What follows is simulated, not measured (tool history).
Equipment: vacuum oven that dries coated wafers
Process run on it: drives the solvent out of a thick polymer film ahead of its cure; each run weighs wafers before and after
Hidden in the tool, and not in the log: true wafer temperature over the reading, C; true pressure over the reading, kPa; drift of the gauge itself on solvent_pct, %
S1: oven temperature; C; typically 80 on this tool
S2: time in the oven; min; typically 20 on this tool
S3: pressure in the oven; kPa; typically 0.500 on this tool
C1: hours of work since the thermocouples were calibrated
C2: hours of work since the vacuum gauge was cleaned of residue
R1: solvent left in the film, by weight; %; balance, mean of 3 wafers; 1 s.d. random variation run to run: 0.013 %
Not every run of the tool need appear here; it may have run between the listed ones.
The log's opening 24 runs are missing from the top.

run,day,S1,S2,S3,C1,C2,R1
25,21.429,87,31,1.321,35,682,0.62
26,22.300,80,11,0.688,49,696,2.91
27,23.312,80,11,0.688,65,712,2.92
28,24.271,94,20,0.688,81,728,0.29
29,25.096,94,20,0.688,94,741,0.28
30,25.850,78,13,0.328,107,754,2.58
# day 26.312: oven's thermocouples calibrated, once more
31,26.454,94,23,1.826,2,762,0.67
32,27.012,94,23,1.826,11,771,0.68

Run 33 has not been measured yet. What should we expect?
33,28.283,85,13,0.500,32,792,?

{"run 33": {"R1": 1.3}}
Had the tool carried no hidden state, the very same run would have given R1 1.18 %.
